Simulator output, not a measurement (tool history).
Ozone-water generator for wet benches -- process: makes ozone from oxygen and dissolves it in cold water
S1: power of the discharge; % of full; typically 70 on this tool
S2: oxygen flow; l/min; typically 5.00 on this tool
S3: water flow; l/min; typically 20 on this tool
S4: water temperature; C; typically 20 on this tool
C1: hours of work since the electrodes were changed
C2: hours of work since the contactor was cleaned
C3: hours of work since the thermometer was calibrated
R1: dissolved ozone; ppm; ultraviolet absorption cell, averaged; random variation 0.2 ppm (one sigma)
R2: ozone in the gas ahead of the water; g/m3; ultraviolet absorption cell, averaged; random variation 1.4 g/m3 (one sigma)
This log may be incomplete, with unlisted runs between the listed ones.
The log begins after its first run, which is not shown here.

| run | hour | S1 | S2 | S3 | S4 | C1 | C2 | C3 | R1 | R2 |
|---|---|---|---|---|---|---|---|---|---|---|
| 2 | 100.2 | 70 | 5.00 | 20 | 20 | 594 | 7351 | 1931 | 28.7 | 252.0 |
| 3 | 203.1 | 70 | 5.00 | 28 | 20 | 660 | 7417 | 1997 | 21.8 | 252.3 |
| 4 | 335.2 | 70 | 5.00 | 28 | 20 | 745 | 7502 | 2082 | 21.8 | 254.5 |
| 5 | 444.6 | 70 | 5.00 | 20 | 20 | 815 | 7572 | 2153 | 28.7 | 253.2 |
|  | 486.4 | contactor cleaned |
| 6 | 523.9 | 42 | 5.00 | 20 | 20 | 863 | 24 | 2201 | 18.3 | 161.7 |
| 7 | 610.9 | 42 | 5.00 | 20 | 20 | 919 | 80 | 2257 | 18.3 | 163.0 |
| 8 | 707.1 | 42 | 5.00 | 20 | 20 | 981 | 142 | 2319 | 18.3 | 162.7 |
| 9 | 793.1 | 42 | 5.00 | 20 | 20 | 1036 | 197 | 2374 | 18.5 | 161.8 |
| 10 | 912.0 | 42 | 5.00 | 20 | 20 | 1113 | 273 | 2450 | 18.4 | 163.4 |
| 11 | 987.5 | 42 | 5.00 | 20 | 20 | 1161 | 322 | 2499 | 18.2 | 165.0 |
|  | 1046.1 | water thermometer calibrated |
| 12 | 1143.3 | 42 | 5.00 | 20 | 20 | 1261 | 422 | 62 | 18.1 | 163.0 |
| 13 | 1213.3 | 42 | 5.00 | 20 | 20 | 1306 | 467 | 107 | 18.3 | 165.7 |
| 14 | 1322.2 | 42 | 5.00 | 20 | 20 | 1376 | 536 | 177 | 18.5 | 163.1 |
| 15 | 1412.3 | 42 | 6.79 | 20 | 20 | 1434 | 594 | 235 | 19.4 | 150.7 |
|  | 1501.1 | gauge calibrated |
| 16 | 1532.5 | 70 | 5.00 | 20 | 20 | 1511 | 672 | 312 | 28.8 | 251.9 |
| 17 | 1695.8 | 61 | 5.00 | 20 | 20 | 1616 | 776 | 417 | 25.7 | 225.4 |
| 18 | 1816.2 | 66 | 5.35 | 19 | 13 | 1693 | 854 | 495 | 31.6 | 235.7 |
| 19 | 1962.9 | 86 | 4.86 | 20 | 20 | 1787 | 948 | 589 | 34.1 | 307.8 |
| 20 | 2111.2 | 78 | 7.88 | 17 | 24 | 1883 | 1043 | 684 | 34.5 | 240.4 |
| 21 | 2210.6 | 63 | 2.70 | 15 | 24 | 1946 | 1107 | 748 | 26.7 | 285.7 |
| 22 | 2361.1 | 63 | 2.70 | 15 | 24 | 2043 | 1204 | 845 | 26.8 | 288.8 |
| 23 | 2528.0 | 90 | 8.44 | 14 | 20 | 2150 | 1311 | 952 | 46.8 | 268.6 |

Estimate the outcome of run 24 from the log above:
| 24 | 2678.2 | 55 | 8.44 | 29 | 23 | 2247 | 1407 | 1048 | ? | ? |

Run 24 gave R1 18.7 ppm, R2 175.1 g/m3.
If the tool had no hidden condition, the same run with the same run-to-run variation would have returned R1 18.7 ppm, R2 171.5 g/m3.

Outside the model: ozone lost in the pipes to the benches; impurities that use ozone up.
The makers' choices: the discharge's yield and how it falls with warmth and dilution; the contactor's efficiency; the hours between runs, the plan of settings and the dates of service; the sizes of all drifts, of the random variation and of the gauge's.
